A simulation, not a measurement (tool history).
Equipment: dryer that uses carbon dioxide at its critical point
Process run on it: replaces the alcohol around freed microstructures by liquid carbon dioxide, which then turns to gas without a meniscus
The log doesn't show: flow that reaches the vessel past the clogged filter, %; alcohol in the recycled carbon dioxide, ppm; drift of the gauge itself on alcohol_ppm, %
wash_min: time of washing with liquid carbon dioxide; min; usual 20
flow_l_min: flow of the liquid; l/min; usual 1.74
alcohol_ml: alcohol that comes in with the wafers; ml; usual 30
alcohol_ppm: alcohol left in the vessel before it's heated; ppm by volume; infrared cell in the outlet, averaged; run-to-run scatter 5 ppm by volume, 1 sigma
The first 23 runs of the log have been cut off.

| run | hour | wash_min | flow_l_min | alcohol_ml | hours of work since the filter was changed | hours of work since the purifier's bed was changed | alcohol_ppm |
|---|---|---|---|---|---|---|---|
| 24 | 268.0 | 27 | 2.07 | 44 | 188 | 341 | 22 |
| 25 | 283.2 | 13 | 1.71 | 96 | 199 | 352 | 222 |
| 26 | 290.8 | 12 | 2.78 | 39 | 204 | 357 | 34 |
| 27 | 301.7 | 16 | 1.32 | 38 | 212 | 365 | 140 |
| 28 | 308.8 | 16 | 1.32 | 38 | 217 | 370 | 140 |
| 29 | 319.1 | 17 | 2.00 | 69 | 224 | 377 | 43 |
| 30 | 332.2 | 17 | 2.00 | 69 | 234 | 387 | 38 |
| 31 | 348.2 | 23 | 2.26 | 97 | 245 | 398 | 29 |
| 32 | 356.9 | 15 | 2.43 | 71 | 251 | 404 | 48 |

3 options for the next run, each taken on its own from the tool as it stands now. Forecast them:
| A | 372.4 | 16 | 1.12 | 95 | 262 | 415 | ? |
| B | 372.4 | 20 | 2.43 | 71 | 262 | 415 | ? |
| C | 372.4 | 15 | 1.30 | 71 | 262 | 415 | ? |

| run | alcohol_ppm |
|---|---|
| A | 592 |
| B | 31 |
| C | 332 |
Take away the tool's hidden state, keep each run's random variation, and the runs would have read:
| run | alcohol_ppm |
|---|---|
| A | 395 |
| B | 2 |
| C | 205 |
